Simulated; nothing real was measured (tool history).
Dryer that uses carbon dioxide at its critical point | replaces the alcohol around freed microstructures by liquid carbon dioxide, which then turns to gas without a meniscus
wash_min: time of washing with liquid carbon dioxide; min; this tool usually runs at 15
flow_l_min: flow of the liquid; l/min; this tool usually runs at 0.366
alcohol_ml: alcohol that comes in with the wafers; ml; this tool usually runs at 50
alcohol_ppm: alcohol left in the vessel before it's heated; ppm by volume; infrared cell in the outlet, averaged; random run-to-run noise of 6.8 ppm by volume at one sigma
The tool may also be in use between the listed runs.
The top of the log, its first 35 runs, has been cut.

run   hour  wash_min  flow_l_min  alcohol_ml  hours of work since the filter was changed  hours of work since the purifier's bed was changed  alcohol_ppm
 36  304.6        14       0.355          40                                         106                                                 294          551
 37    314        13       0.279          68                                         112                                                 300         2703
 38  321.7         9       0.534         100                                         117                                                 304         1507
 39  330.7         9       0.534         100                                         122                                                 310         1539
 40  336.4        12       0.553          20                                         125                                                 313          157
 41  344.4        16        0.58          25                                         130                                                 318          107
 42  352.3        23       0.523          33                                         135                                                 323           97
 43  359.7        23       0.523          33                                         139                                                 327          102
 44  365.1        10       0.329          50                                         143                                                 330         2757
 45  373.1        15       0.366          45                                         147                                                 335          454
 46  383.6        15       0.366          45                                         154                                                 341          461

Alternative continuations, all from the tool just after run 46; predict every row:
  A  393.5        15       0.366          74                                         160                                                 347            ?
  B  393.5        13       0.271          39                                         160                                                 347            ?
  C  393.5        12       0.315          67                                         160                                                 347            ?

run  alcohol_ppm
  A          687
  B         1779
  C         2470
Take away the tool's hidden state, keep each run's random variation, and the runs would have read:
run  alcohol_ppm
  A          451
  B         1411
  C         1966

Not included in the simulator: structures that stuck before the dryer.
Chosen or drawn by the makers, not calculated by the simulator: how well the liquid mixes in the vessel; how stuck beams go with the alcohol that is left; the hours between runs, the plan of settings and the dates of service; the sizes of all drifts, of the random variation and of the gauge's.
